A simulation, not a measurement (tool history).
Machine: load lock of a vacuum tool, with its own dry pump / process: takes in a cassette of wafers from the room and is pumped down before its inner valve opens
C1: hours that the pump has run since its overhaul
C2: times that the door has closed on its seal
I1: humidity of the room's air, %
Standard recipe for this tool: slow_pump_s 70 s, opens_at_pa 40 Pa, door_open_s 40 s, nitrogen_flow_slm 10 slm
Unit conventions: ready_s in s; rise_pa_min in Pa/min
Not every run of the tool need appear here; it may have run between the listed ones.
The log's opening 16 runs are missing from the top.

run 17 hour=2395.7 | slow_pump_s=70 opens_at_pa=40 door_open_s=40 nitrogen_flow_slm=10 | C1=7154 C2=44927 | I1=43.8 | ready_s=105.4 rise_pa_min=0.031
run 18 hour=2577.8 | slow_pump_s=70 opens_at_pa=40 door_open_s=40 nitrogen_flow_slm=10 | C1=7336 C2=45816 | I1=47.2 | ready_s=104.6 rise_pa_min=0.035
run 19 hour=2769.3 | slow_pump_s=56 opens_at_pa=64 door_open_s=133 nitrogen_flow_slm=10 | C1=7527 C2=46752 | I1=43.5 | ready_s=89.7 rise_pa_min=0.044
run 20 hour=2918.3 | slow_pump_s=70 opens_at_pa=33 door_open_s=40 nitrogen_flow_slm=10 | C1=7676 C2=47480 | I1=45.1 | ready_s=106.3 rise_pa_min=0.036
run 21 hour=3074.8 | slow_pump_s=70 opens_at_pa=75 door_open_s=40 nitrogen_flow_slm=10 | C1=7833 C2=48245 | I1=42.8 | ready_s=101.7 rise_pa_min=0.035
run 22 hour=3230.8 | slow_pump_s=70 opens_at_pa=40 door_open_s=29 nitrogen_flow_slm=10 | C1=7989 C2=49007 | I1=43.7 | ready_s=105.5 rise_pa_min=0.033
run 23 hour=3399.5 | slow_pump_s=104 opens_at_pa=40 door_open_s=71 nitrogen_flow_slm=6 | C1=8158 C2=49831 | I1=42.8 | ready_s=135.1 rise_pa_min=0.046
run 24 hour=3565.8 | slow_pump_s=104 opens_at_pa=49 door_open_s=71 nitrogen_flow_slm=10 | C1=8324 C2=50644 | I1=42.7 | ready_s=132.3 rise_pa_min=0.039
run 25 hour=3733.8 | slow_pump_s=98 opens_at_pa=59 door_open_s=40 nitrogen_flow_slm=10 | C1=8492 C2=51465 | I1=45.8 | ready_s=127.5 rise_pa_min=0.036
run 26 hour=3951.8 | slow_pump_s=54 opens_at_pa=40 door_open_s=40 nitrogen_flow_slm=10 | C1=8710 C2=52530 | I1=44.5 | ready_s=91.1 rise_pa_min=0.034
run 27 hour=4130.5 | slow_pump_s=66 opens_at_pa=40 door_open_s=31 nitrogen_flow_slm=10 | C1=8889 C2=53403 | I1=41.5 | ready_s=102.0 rise_pa_min=0.034
run 28 hour=4246.2 | slow_pump_s=66 opens_at_pa=40 door_open_s=31 nitrogen_flow_slm=10 | C1=9004 C2=53968 | I1=43.3 | ready_s=101.6 rise_pa_min=0.035
run 29 hour=4445.8 | slow_pump_s=66 opens_at_pa=40 door_open_s=31 nitrogen_flow_slm=10 | C1=9204 C2=54944 | I1=44.5 | ready_s=100.8 rise_pa_min=0.035
-- hour=4531.8 door's seal changed, seat wiped
run 30 hour=4559.8 | slow_pump_s=62 opens_at_pa=35 door_open_s=31 nitrogen_flow_slm=43 | C1=9316 C2=137 | I1=45.4 | ready_s=98.7 rise_pa_min=0.021
run 31 hour=4657.0 | slow_pump_s=62 opens_at_pa=35 door_open_s=31 nitrogen_flow_slm=43 | C1=9414 C2=612 | I1=45.8 | ready_s=98.5 rise_pa_min=0.022
run 32 hour=4748.1 | slow_pump_s=62 opens_at_pa=38 door_open_s=31 nitrogen_flow_slm=9 | C1=9505 C2=1057 | I1=45.5 | ready_s=98.3 rise_pa_min=0.035
run 33 hour=4897.4 | slow_pump_s=62 opens_at_pa=73 door_open_s=85 nitrogen_flow_slm=9 | C1=9654 C2=1786 | I1=44.5 | ready_s=94.2 rise_pa_min=0.051
run 34 hour=4999.4 | slow_pump_s=70 opens_at_pa=32 door_open_s=40 nitrogen_flow_slm=10 | C1=9756 C2=2285 | I1=41.9 | ready_s=106.4 rise_pa_min=0.034
run 35 hour=5160.0 | slow_pump_s=70 opens_at_pa=32 door_open_s=69 nitrogen_flow_slm=35 | C1=9917 C2=3069 | I1=46.3 | ready_s=106.6 rise_pa_min=0.029
run 36 hour=5269.9 | slow_pump_s=70 opens_at_pa=32 door_open_s=69 nitrogen_flow_slm=35 | C1=10026 C2=3607 | I1=45.5 | ready_s=106.2 rise_pa_min=0.024

Consider 4 possible next runs. They are alternatives, not a sequence: every one starts from the tool as it was left by run 36. What does each give?
run A hour=5457.8 | slow_pump_s=70 opens_at_pa=32 door_open_s=167 nitrogen_flow_slm=35 | C1=10214 C2=4524 | I1=46.4 | ready_s=? rise_pa_min=?
run B hour=5457.8 | slow_pump_s=70 opens_at_pa=73 door_open_s=69 nitrogen_flow_slm=26 | C1=10214 C2=4524 | I1=44.0 | ready_s=? rise_pa_min=?
run C hour=5457.8 | slow_pump_s=86 opens_at_pa=61 door_open_s=69 nitrogen_flow_slm=12 | C1=10214 C2=4524 | I1=43.6 | ready_s=? rise_pa_min=?
run D hour=5457.8 | slow_pump_s=70 opens_at_pa=52 door_open_s=69 nitrogen_flow_slm=35 | C1=10214 C2=4524 | I1=44.9 | ready_s=? rise_pa_min=?

run=A ready_s=106.3 rise_pa_min=0.039
run=B ready_s=101.4 rise_pa_min=0.020
run=C ready_s=117.2 rise_pa_min=0.041
run=D ready_s=103.8 rise_pa_min=0.025
Without the tool's hidden state the same runs would have given:
run=A ready_s=106.3 rise_pa_min=0.039
run=B ready_s=101.4 rise_pa_min=0.020
run=C ready_s=117.1 rise_pa_min=0.041
run=D ready_s=103.8 rise_pa_min=0.025
